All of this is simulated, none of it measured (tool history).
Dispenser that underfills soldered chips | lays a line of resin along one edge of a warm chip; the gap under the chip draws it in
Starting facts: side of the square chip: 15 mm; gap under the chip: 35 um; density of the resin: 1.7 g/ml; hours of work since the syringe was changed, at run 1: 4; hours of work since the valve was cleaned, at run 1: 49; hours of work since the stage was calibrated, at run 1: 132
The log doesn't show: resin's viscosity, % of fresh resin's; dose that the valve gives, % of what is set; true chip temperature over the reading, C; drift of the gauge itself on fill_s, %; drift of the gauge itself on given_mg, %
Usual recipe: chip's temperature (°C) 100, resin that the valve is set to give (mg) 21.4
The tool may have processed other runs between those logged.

| run | hour | chip's temperature (°C) | resin that the valve is set to give (mg) | hours of work since the syringe was changed | hours of work since the valve was cleaned | hours of work since the stage was calibrated | time until the resin shows at the far edge (s) | resin that the valve gave (mg) |
|---|---|---|---|---|---|---|---|---|
| 1 | 0.0 | 100 | 21.4 | 4 | 49 | 132 | 85.6 | 20.85 |
|  | 4.3 | new syringe of resin |
| 2 | 6.5 | 100 | 21.4 | 1 | 53 | 136 | 74.6 | 20.73 |
|  | 15.3 | new syringe of resin |
| 3 | 16.6 | 100 | 21.4 | 1 | 60 | 143 | 72.5 | 20.63 |
|  | 25.5 | new syringe of resin |
| 4 | 28.5 | 100 | 21.4 | 2 | 67 | 150 | 74.7 | 20.35 |
|  | 36.6 | new syringe of resin |
| 5 | 41.7 | 100 | 21.4 | 3 | 75 | 159 | 81.0 | 20.41 |
|  | 46.9 | new syringe of resin |
|  | 53.0 | dispensing valve cleaned and set on the balance |
| 6 | 53.9 | 100 | 21.4 | 4 | 1 | 166 | 85.2 | 21.29 |
|  | 58.0 | new syringe of resin |
| 7 | 65.6 | 100 | 18.6 | 5 | 8 | 173 | 92.3 | 18.67 |
|  | 68.5 | new syringe of resin |
| 8 | 76.1 | 100 | 18.6 | 5 | 15 | 180 | 91.0 | 18.60 |
|  | 78.7 | new syringe of resin |
|  | 88.8 | new syringe of resin |
| 9 | 89.2 | 100 | 21.3 | 0 | 23 | 188 | 68.9 | 21.04 |
|  | 99.7 | new syringe of resin |
| 10 | 101.7 | 100 | 21.3 | 1 | 30 | 195 | 70.9 | 20.94 |
|  | 110.4 | new syringe of resin |
| 11 | 113.2 | 100 | 21.3 | 2 | 38 | 203 | 72.9 | 21.04 |
|  | 120.9 | new syringe of resin |
| 12 | 124.1 | 93 | 21.4 | 2 | 44 | 209 | 102.1 | 20.91 |
|  | 131.8 | new syringe of resin |
| 13 | 132.2 | 100 | 21.4 | 0 | 50 | 215 | 69.9 | 20.95 |
| 14 | 139.7 | 100 | 21.4 | 5 | 54 | 219 | 93.7 | 20.88 |
|  | 141.8 | new syringe of resin |
| 15 | 149.4 | 100 | 21.4 | 5 | 60 | 225 | 88.6 | 20.73 |
|  | 152.7 | new syringe of resin |
|  | 162.9 | new syringe of resin |
| 16 | 163.0 | 100 | 21.4 | 0 | 69 | 234 | 66.5 | 20.70 |
|  | 173.2 | new syringe of resin |
| 17 | 173.2 | 100 | 21.4 | 0 | 75 | 240 | 67.3 | 20.42 |
|  | 183.5 | dispensing valve cleaned and set on the balance |
|  | 184.3 | new syringe of resin |
| 18 | 184.3 | 100 | 21.4 | 0 | 0 | 247 | 67.9 | 21.47 |
|  | 194.8 | new syringe of resin |
| 19 | 195.7 | 114 | 23.5 | 1 | 7 | 254 | 35.9 | 23.65 |
| 20 | 202.6 | 114 | 23.5 | 5 | 12 | 258 | 46.6 | 23.31 |
|  | 205.5 | new syringe of resin |
| 21 | 214.3 | 86 | 24.8 | 6 | 19 | 265 | 174.8 | 24.74 |
|  | 216.4 | new syringe of resin |
| 22 | 224.5 | 98 | 20.5 | 5 | 26 | 272 | 97.6 | 20.52 |
|  | 226.4 | new syringe of resin |
| 23 | 232.5 | 110 | 24.3 | 4 | 31 | 277 | 53.4 | 24.09 |
|  | 236.6 | new syringe of resin |
| 24 | 242.2 | 110 | 24.3 | 4 | 37 | 283 | 52.1 | 24.12 |
|  | 247.1 | new syringe of resin |
| 25 | 248.8 | 93 | 22.6 | 1 | 41 | 287 | 95.6 | 22.12 |
| 26 | 255.9 | 96 | 21.6 | 6 | 45 | 292 | 109.8 | 21.14 |
|  | 257.4 | new syringe of resin |
|  | 267.5 | new syringe of resin |
| 27 | 268.4 | 96 | 21.6 | 1 | 53 | 299 | 81.0 | 21.14 |
| 28 | 277.1 | 96 | 21.6 | 6 | 59 | 305 | 111.0 | 20.93 |
|  | 278.3 | new syringe of resin |
| 29 | 285.8 | 96 | 21.6 | 5 | 64 | 310 | 101.4 | 20.84 |
|  | 288.3 | new syringe of resin |
| 30 | 293.6 | 94 | 27.4 | 3 | 69 | 315 | 101.1 | 26.55 |

Each row is a separate what-if for the run after 30, all from the same tool condition, not one after another. Results?
|  | 298.4 | new syringe of resin |
| A | 307.0 | 90 | 24.8 | 6 | 77 | 323 | ? | ? |
|  | 298.4 | new syringe of resin |
| B | 307.0 | 107 | 21.4 | 6 | 77 | 323 | ? | ? |
|  | 298.4 | new syringe of resin |
| C | 307.0 | 89 | 23.8 | 6 | 77 | 323 | ? | ? |
|  | 298.4 | new syringe of resin |
| D | 307.0 | 86 | 27.4 | 6 | 77 | 323 | ? | ? |
|  | 298.4 | new syringe of resin |
| E | 307.0 | 100 | 24.2 | 6 | 77 | 323 | ? | ? |

| run | time until the resin shows at the far edge (s) | resin that the valve gave (mg) |
|---|---|---|
| A | 137.2 | 24.03 |
| B | 65.3 | 20.64 |
| C | 144.4 | 22.75 |
| D | 163.6 | 26.23 |
| E | 86.9 | 23.31 |
The same runs, with their run-to-run variation unchanged, on a tool lacking any hidden condition would have given:
| run | time until the resin shows at the far edge (s) | resin that the valve gave (mg) |
|---|---|---|
| A | 110.6 | 24.95 |
| B | 52.1 | 21.43 |
| C | 116.3 | 23.61 |
| D | 132.1 | 27.24 |
| E | 69.6 | 24.20 |
